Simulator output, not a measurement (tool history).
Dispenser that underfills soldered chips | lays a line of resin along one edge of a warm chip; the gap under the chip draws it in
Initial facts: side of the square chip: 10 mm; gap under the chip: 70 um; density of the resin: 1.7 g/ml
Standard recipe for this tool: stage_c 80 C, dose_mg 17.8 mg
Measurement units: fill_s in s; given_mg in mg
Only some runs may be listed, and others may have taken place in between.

run	day	stage_c	dose_mg	fill_s	given_mg
1	0	80	17.8	112.1	16.97
2	0.1	76	17.8	144.7	17.04
# day 0.308: new syringe of resin
3	0.308	88	17.8	63	16.82
4	0.467	88	17.8	76.2	16.92
5	0.592	80	17.8	114.8	16.83
6	0.725	80	17.8	136.1	16.6
7	0.858	80	15.8	170.2	14.94
# day 0.883: new syringe of resin
8	0.992	80	15.8	96	14.85
9	1.162	80	19.7	110.2	18.5
10	1.338	80	19.7	140.6	18.41
# day 1.45: new syringe of resin
11	1.471	80	19.7	78.3	18.48
# day 1.558: dispensing valve cleaned and set on the balance
12	1.629	80	22	89.4	22.01
13	1.846	80	22	117.6	21.83
14	2.038	92	22	105	21.93
# day 2.062: new syringe of resin
15	2.225	92	19.6	66.5	19.45
16	2.412	80	17.8	122.3	17.56
17	2.575	93	17.8	103.8	17.74
# day 2.646: new syringe of resin
18	2.792	80	22.9	93.3	22.46
19	2.917	80	22.9	109.5	22.64
20	3.025	80	22.9	122.7	22.45
# day 3.208: new syringe of resin
21	3.271	82	15.7	84.3	15.36
22	3.396	82	15.7	95.3	15.2
23	3.508	90	16.3	86.7	15.96
24	3.642	72	18.2	172	17.73
# day 3.779: new syringe of resin
25	3.792	94	17.8	51.8	17.41
26	3.908	94	17.8	61.4	17.43
27	4.071	80	17.2	113	16.82
28	4.312	77	15.3	173.2	14.81
# day 4.35: new syringe of resin
29	4.55	80	15.6	105.7	15.01
30	4.738	91	15.9	96.3	15.4
31	4.85	91	15.9	109.6	15.33
# day 4.917: new syringe of resin
32	5.071	91	19	69.4	18.55
33	5.283	87	15.1	105.5	14.4
34	5.412	75	17	172.5	16.18
# day 5.488: new syringe of resin
35	5.546	91	17.7	61.8	16.86
36	5.7	68	17.7	148	16.86
37	5.838	86	17.4	102.5	16.61

Forecast each of these 3 alternatives for the next run:
A	6.021	92	16.2	?	?
B	6.021	66	22.3	?	?
C	6.021	80	16.8	?	?

run	fill_s	given_mg
A	110.4	15.34
B	228.4	21.29
C	154.9	15.98
Had the tool no hidden state, the same runs would have come out as:
run	fill_s	given_mg
A	57.8	16.12
B	121.5	22.37
C	81.5	16.79
